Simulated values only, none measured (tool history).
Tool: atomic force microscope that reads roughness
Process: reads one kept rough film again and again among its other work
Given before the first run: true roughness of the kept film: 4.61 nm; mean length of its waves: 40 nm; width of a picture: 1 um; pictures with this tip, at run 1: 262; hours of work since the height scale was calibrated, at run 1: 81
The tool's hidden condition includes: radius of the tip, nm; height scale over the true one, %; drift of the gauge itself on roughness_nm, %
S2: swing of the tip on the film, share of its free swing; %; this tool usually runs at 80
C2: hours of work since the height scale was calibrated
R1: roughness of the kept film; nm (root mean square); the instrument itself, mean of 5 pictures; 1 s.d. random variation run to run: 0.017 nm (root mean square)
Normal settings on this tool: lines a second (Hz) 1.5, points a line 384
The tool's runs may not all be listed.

run 1 hour=0 | lines_a_second_(Hz)=1.5 S2=80 points_a_line=384 | pictures_with_this_tip=262 C2=81 | R1=3.743
-- hour=21.6 new tip fitted
run 2 hour=23.7 | lines_a_second_(Hz)=1.5 S2=80 points_a_line=274 | pictures_with_this_tip=2 C2=91 | R1=4.055
run 3 hour=38.9 | lines_a_second_(Hz)=1.5 S2=80 points_a_line=274 | pictures_with_this_tip=11 C2=97 | R1=4.027
run 4 hour=62.8 | lines_a_second_(Hz)=1.5 S2=80 points_a_line=436 | pictures_with_this_tip=26 C2=107 | R1=4.066
run 5 hour=90.3 | lines_a_second_(Hz)=1.5 S2=80 points_a_line=436 | pictures_with_this_tip=44 C2=119 | R1=4.025
run 6 hour=104.4 | lines_a_second_(Hz)=1.5 S2=80 points_a_line=436 | pictures_with_this_tip=53 C2=125 | R1=4.006
run 7 hour=123.7 | lines_a_second_(Hz)=1.5 S2=68 points_a_line=384 | pictures_with_this_tip=65 C2=133 | R1=4.104
-- hour=126.8 height scale calibrated on a step standard
run 8 hour=138.2 | lines_a_second_(Hz)=1.5 S2=68 points_a_line=384 | pictures_with_this_tip=73 C2=5 | R1=4.084
run 9 hour=155.4 | lines_a_second_(Hz)=0.98 S2=57 points_a_line=384 | pictures_with_this_tip=84 C2=12 | R1=4.148
run 10 hour=183.8 | lines_a_second_(Hz)=0.98 S2=57 points_a_line=384 | pictures_with_this_tip=102 C2=24 | R1=4.115
run 11 hour=215.2 | lines_a_second_(Hz)=0.98 S2=87 points_a_line=621 | pictures_with_this_tip=122 C2=37 | R1=3.959
run 12 hour=247.5 | lines_a_second_(Hz)=2.17 S2=59 points_a_line=696 | pictures_with_this_tip=143 C2=50 | R1=4.019
-- hour=256.7 height scale calibrated on a step standard, once more
run 13 hour=275.8 | lines_a_second_(Hz)=2.17 S2=59 points_a_line=696 | pictures_with_this_tip=160 C2=8 | R1=4.01
run 14 hour=296.1 | lines_a_second_(Hz)=1.47 S2=86 points_a_line=699 | pictures_with_this_tip=173 C2=16 | R1=3.848
run 15 hour=313.5 | lines_a_second_(Hz)=1.5 S2=59 points_a_line=600 | pictures_with_this_tip=184 C2=24 | R1=4

Here are 5 independent what-if runs from the current tool condition. What would each one return?
run A hour=334.3 | lines_a_second_(Hz)=1.5 S2=78 points_a_line=384 | pictures_with_this_tip=197 C2=32 | R1=?
run B hour=334.3 | lines_a_second_(Hz)=2.04 S2=74 points_a_line=600 | pictures_with_this_tip=197 C2=32 | R1=?
run C hour=334.3 | lines_a_second_(Hz)=1.5 S2=80 points_a_line=536 | pictures_with_this_tip=197 C2=32 | R1=?
run D hour=334.3 | lines_a_second_(Hz)=3.15 S2=78 points_a_line=1006 | pictures_with_this_tip=197 C2=32 | R1=?
run E hour=334.3 | lines_a_second_(Hz)=1.02 S2=59 points_a_line=600 | pictures_with_this_tip=197 C2=32 | R1=?

run=A R1=3.886
run=B R1=3.85
run=C R1=3.872
run=D R1=3.682
run=E R1=4.03
Stripped of hidden state, with their random variation kept, the same runs would have yielded:
run=A R1=4.157
run=B R1=4.119
run=C R1=4.142
run=D R1=3.939
run=E R1=4.311
